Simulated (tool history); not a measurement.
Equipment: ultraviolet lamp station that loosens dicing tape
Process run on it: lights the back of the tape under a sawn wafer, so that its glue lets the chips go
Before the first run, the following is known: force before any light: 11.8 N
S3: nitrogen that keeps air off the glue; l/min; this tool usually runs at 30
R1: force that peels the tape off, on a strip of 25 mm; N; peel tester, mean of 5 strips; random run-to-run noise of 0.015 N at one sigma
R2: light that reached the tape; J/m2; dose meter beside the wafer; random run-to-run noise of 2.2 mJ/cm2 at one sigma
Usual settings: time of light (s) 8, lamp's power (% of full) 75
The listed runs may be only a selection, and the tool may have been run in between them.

{"run": 1, "hour": 0.0, "time of light (s)": 8, "lamp's power (% of full)": 75, "S3": 30, "R1": 0.977, "R2": 1640}
{"run": 2, "hour": 29.4, "time of light (s)": 8, "lamp's power (% of full)": 75, "S3": 12, "R1": 2.084, "R2": 1630}
{"run": 3, "hour": 56.7, "time of light (s)": 8, "lamp's power (% of full)": 75, "S3": 12, "R1": 2.194, "R2": 1700}
{"run": 4, "hour": 112.0, "time of light (s)": 8, "lamp's power (% of full)": 75, "S3": 12, "R1": 2.212, "R2": 1610}
{"hour": 118.8, "done": "window cleaned of glue's vapour"}
{"run": 5, "hour": 142.8, "time of light (s)": 8, "lamp's power (% of full)": 75, "S3": 12, "R1": 1.783, "R2": 1830}
{"run": 6, "hour": 204.2, "time of light (s)": 8, "lamp's power (% of full)": 75, "S3": 12, "R1": 1.899, "R2": 1780}
{"run": 7, "hour": 259.8, "time of light (s)": 8, "lamp's power (% of full)": 75, "S3": 12, "R1": 1.84, "R2": 1770}
{"run": 8, "hour": 309.7, "time of light (s)": 8, "lamp's power (% of full)": 75, "S3": 39, "R1": 0.772, "R2": 1690}
{"run": 9, "hour": 347.0, "time of light (s)": 8, "lamp's power (% of full)": 75, "S3": 30, "R1": 0.962, "R2": 1690}
{"run": 10, "hour": 375.1, "time of light (s)": 8, "lamp's power (% of full)": 75, "S3": 30, "R1": 1.039, "R2": 1690}
{"run": 11, "hour": 427.9, "time of light (s)": 8, "lamp's power (% of full)": 75, "S3": 30, "R1": 1.057, "R2": 1680}
{"run": 12, "hour": 478.7, "time of light (s)": 8, "lamp's power (% of full)": 75, "S3": 30, "R1": 1.115, "R2": 1590}
{"run": 13, "hour": 512.9, "time of light (s)": 8, "lamp's power (% of full)": 97, "S3": 30, "R1": 0.625, "R2": 2110}
{"run": 14, "hour": 576.5, "time of light (s)": 8, "lamp's power (% of full)": 75, "S3": 30, "R1": 1.222, "R2": 1570}
{"run": 15, "hour": 605.3, "time of light (s)": 8, "lamp's power (% of full)": 75, "S3": 24, "R1": 1.466, "R2": 1540}
{"run": 16, "hour": 663.0, "time of light (s)": 13, "lamp's power (% of full)": 75, "S3": 30, "R1": 0.373, "R2": 2490}
{"run": 17, "hour": 723.0, "time of light (s)": 13, "lamp's power (% of full)": 75, "S3": 30, "R1": 0.387, "R2": 2380}
{"run": 18, "hour": 787.6, "time of light (s)": 13, "lamp's power (% of full)": 75, "S3": 30, "R1": 0.419, "R2": 2310}
{"run": 19, "hour": 831.3, "time of light (s)": 8, "lamp's power (% of full)": 75, "S3": 30, "R1": 1.524, "R2": 1410}
{"run": 20, "hour": 878.9, "time of light (s)": 8, "lamp's power (% of full)": 85, "S3": 18, "R1": 1.797, "R2": 1570}
{"run": 21, "hour": 926.3, "time of light (s)": 8, "lamp's power (% of full)": 85, "S3": 18, "R1": 1.858, "R2": 1530}
{"hour": 952.4, "done": "window cleaned of glue's vapour"}
{"run": 22, "hour": 986.0, "time of light (s)": 8, "lamp's power (% of full)": 85, "S3": 18, "R1": 1.471, "R2": 1710}
{"run": 23, "hour": 1045.6, "time of light (s)": 6, "lamp's power (% of full)": 73, "S3": 52, "R1": 1.85, "R2": 1130}
{"run": 24, "hour": 1089.8, "time of light (s)": 5, "lamp's power (% of full)": 64, "S3": 23, "R1": 4.274, "R2": 760}
{"run": 25, "hour": 1127.7, "time of light (s)": 5, "lamp's power (% of full)": 64, "S3": 23, "R1": 4.232, "R2": 750}
{"run": 26, "hour": 1165.6, "time of light (s)": 4, "lamp's power (% of full)": 75, "S3": 32, "R1": 4.143, "R2": 720}
{"run": 27, "hour": 1193.3, "time of light (s)": 4, "lamp's power (% of full)": 75, "S3": 32, "R1": 4.115, "R2": 700}
{"run": 28, "hour": 1246.3, "time of light (s)": 16, "lamp's power (% of full)": 62, "S3": 19, "R1": 0.749, "R2": 2260}
{"run": 29, "hour": 1279.0, "time of light (s)": 10, "lamp's power (% of full)": 61, "S3": 12, "R1": 2.922, "R2": 1390}
{"hour": 1332.1, "done": "lamp changed"}
{"run": 30, "hour": 1344.1, "time of light (s)": 10, "lamp's power (% of full)": 61, "S3": 12, "R1": 1.687, "R2": 1830}
{"run": 31, "hour": 1403.2, "time of light (s)": 10, "lamp's power (% of full)": 71, "S3": 39, "R1": 0.415, "R2": 2140}
{"run": 32, "hour": 1453.8, "time of light (s)": 5, "lamp's power (% of full)": 64, "S3": 39, "R1": 2.647, "R2": 930}
{"run": 33, "hour": 1515.8, "time of light (s)": 5, "lamp's power (% of full)": 83, "S3": 39, "R1": 1.763, "R2": 1180}
{"run": 34, "hour": 1555.7, "time of light (s)": 15, "lamp's power (% of full)": 76, "S3": 30, "R1": 0.152, "R2": 3250}
{"run": 35, "hour": 1617.9, "time of light (s)": 15, "lamp's power (% of full)": 76, "S3": 30, "R1": 0.167, "R2": 3140}
{"run": 36, "hour": 1651.3, "time of light (s)": 8, "lamp's power (% of full)": 84, "S3": 55, "R1": 0.493, "R2": 1840}
{"run": 37, "hour": 1709.2, "time of light (s)": 6, "lamp's power (% of full)": 83, "S3": 28, "R1": 1.759, "R2": 1360}
{"run": 38, "hour": 1747.3, "time of light (s)": 6, "lamp's power (% of full)": 84, "S3": 12, "R1": 2.881, "R2": 1320}

Below are 5 alternative next runs, each starting from the tool's condition after run 38. Predict each:
{"hour": 1787.8, "done": "window cleaned of glue's vapour"}
{"run": "A", "hour": 1802.7, "time of light (s)": 8, "lamp's power (% of full)": 69, "S3": 30, "R1": "?", "R2": "?"}
{"hour": 1787.8, "done": "window cleaned of glue's vapour"}
{"run": "B", "hour": 1802.7, "time of light (s)": 8, "lamp's power (% of full)": 75, "S3": 13, "R1": "?", "R2": "?"}
{"hour": 1787.8, "done": "window cleaned of glue's vapour"}
{"run": "C", "hour": 1802.7, "time of light (s)": 15, "lamp's power (% of full)": 75, "S3": 30, "R1": "?", "R2": "?"}
{"hour": 1787.8, "done": "window cleaned of glue's vapour"}
{"run": "D", "hour": 1802.7, "time of light (s)": 8, "lamp's power (% of full)": 89, "S3": 30, "R1": "?", "R2": "?"}
{"hour": 1787.8, "done": "window cleaned of glue's vapour"}
{"run": "E", "hour": 1802.7, "time of light (s)": 6, "lamp's power (% of full)": 97, "S3": 44, "R1": "?", "R2": "?"}

run=A R1=1.123 R2=1650
run=B R1=1.746 R2=1790
run=C R1=0.139 R2=3290
run=D R1=0.576 R2=2040
run=E R1=0.700 R2=1740
With the hidden condition removed and each run's random variation left untouched, the same runs would have given:
run=A R1=0.878 R2=1820
run=B R1=1.429 R2=1990
run=C R1=0.103 R2=3650
run=D R1=0.428 R2=2270
run=E R1=0.527 R2=1930
